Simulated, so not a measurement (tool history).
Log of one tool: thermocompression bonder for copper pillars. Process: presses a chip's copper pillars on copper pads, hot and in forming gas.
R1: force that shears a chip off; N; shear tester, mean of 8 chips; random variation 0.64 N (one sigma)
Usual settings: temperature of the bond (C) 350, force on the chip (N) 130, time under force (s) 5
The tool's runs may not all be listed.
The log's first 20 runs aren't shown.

{"run": 21, "day": 7.096, "temperature of the bond (C)": 370, "force on the chip (N)": 172, "time under force (s)": 4, "R1": 80.1}
{"run": 22, "day": 7.508, "temperature of the bond (C)": 370, "force on the chip (N)": 172, "time under force (s)": 4, "R1": 79.8}
{"run": 23, "day": 7.779, "temperature of the bond (C)": 370, "force on the chip (N)": 154, "time under force (s)": 13, "R1": 93.1}
{"run": 24, "day": 8.1, "temperature of the bond (C)": 370, "force on the chip (N)": 154, "time under force (s)": 13, "R1": 92.8}
{"run": 25, "day": 8.546, "temperature of the bond (C)": 370, "force on the chip (N)": 192, "time under force (s)": 6, "R1": 87.8}
{"run": 26, "day": 9.008, "temperature of the bond (C)": 367, "force on the chip (N)": 140, "time under force (s)": 3, "R1": 67.4}
{"run": 27, "day": 9.429, "temperature of the bond (C)": 323, "force on the chip (N)": 79, "time under force (s)": 10, "R1": 52.6}
{"run": 28, "day": 9.838, "temperature of the bond (C)": 350, "force on the chip (N)": 110, "time under force (s)": 9, "R1": 72.5}
{"run": 29, "day": 10.317, "temperature of the bond (C)": 350, "force on the chip (N)": 110, "time under force (s)": 9, "R1": 72.0}
{"run": 30, "day": 10.558, "temperature of the bond (C)": 350, "force on the chip (N)": 152, "time under force (s)": 5, "R1": 71.7}
{"run": 31, "day": 10.921, "temperature of the bond (C)": 328, "force on the chip (N)": 83, "time under force (s)": 5, "R1": 43.5}
{"run": 32, "day": 11.346, "temperature of the bond (C)": 328, "force on the chip (N)": 83, "time under force (s)": 15, "R1": 61.9}
{"run": 33, "day": 11.788, "temperature of the bond (C)": 350, "force on the chip (N)": 83, "time under force (s)": 4, "R1": 49.2}
{"run": 34, "day": 12.038, "temperature of the bond (C)": 350, "force on the chip (N)": 83, "time under force (s)": 4, "R1": 48.3}
{"run": 35, "day": 12.512, "temperature of the bond (C)": 323, "force on the chip (N)": 129, "time under force (s)": 7, "R1": 58.6}
{"run": 36, "day": 12.708, "temperature of the bond (C)": 371, "force on the chip (N)": 86, "time under force (s)": 9, "R1": 71.8}
{"run": 37, "day": 13.004, "temperature of the bond (C)": 329, "force on the chip (N)": 114, "time under force (s)": 10, "R1": 65.0}
{"run": 38, "day": 13.454, "temperature of the bond (C)": 350, "force on the chip (N)": 83, "time under force (s)": 9, "R1": 62.5}
{"day": 13.862, "done": "forming gas filter changed"}
{"run": 39, "day": 13.862, "temperature of the bond (C)": 350, "force on the chip (N)": 131, "time under force (s)": 5, "R1": 72.9}
{"run": 40, "day": 14.317, "temperature of the bond (C)": 350, "force on the chip (N)": 131, "time under force (s)": 5, "R1": 73.3}

3 ways to go on from here, each from the tool as it stands after run 40. What would each give?
{"run": "A", "day": 14.558, "temperature of the bond (C)": 359, "force on the chip (N)": 145, "time under force (s)": 4, "R1": "?"}
{"run": "B", "day": 14.558, "temperature of the bond (C)": 356, "force on the chip (N)": 82, "time under force (s)": 11, "R1": "?"}
{"run": "C", "day": 14.558, "temperature of the bond (C)": 350, "force on the chip (N)": 104, "time under force (s)": 5, "R1": "?"}

run=A R1=75.2
run=B R1=75.0
run=C R1=64.4
Without the tool's hidden state the same runs would have given:
run=A R1=73.5
run=B R1=73.3
run=C R1=62.6

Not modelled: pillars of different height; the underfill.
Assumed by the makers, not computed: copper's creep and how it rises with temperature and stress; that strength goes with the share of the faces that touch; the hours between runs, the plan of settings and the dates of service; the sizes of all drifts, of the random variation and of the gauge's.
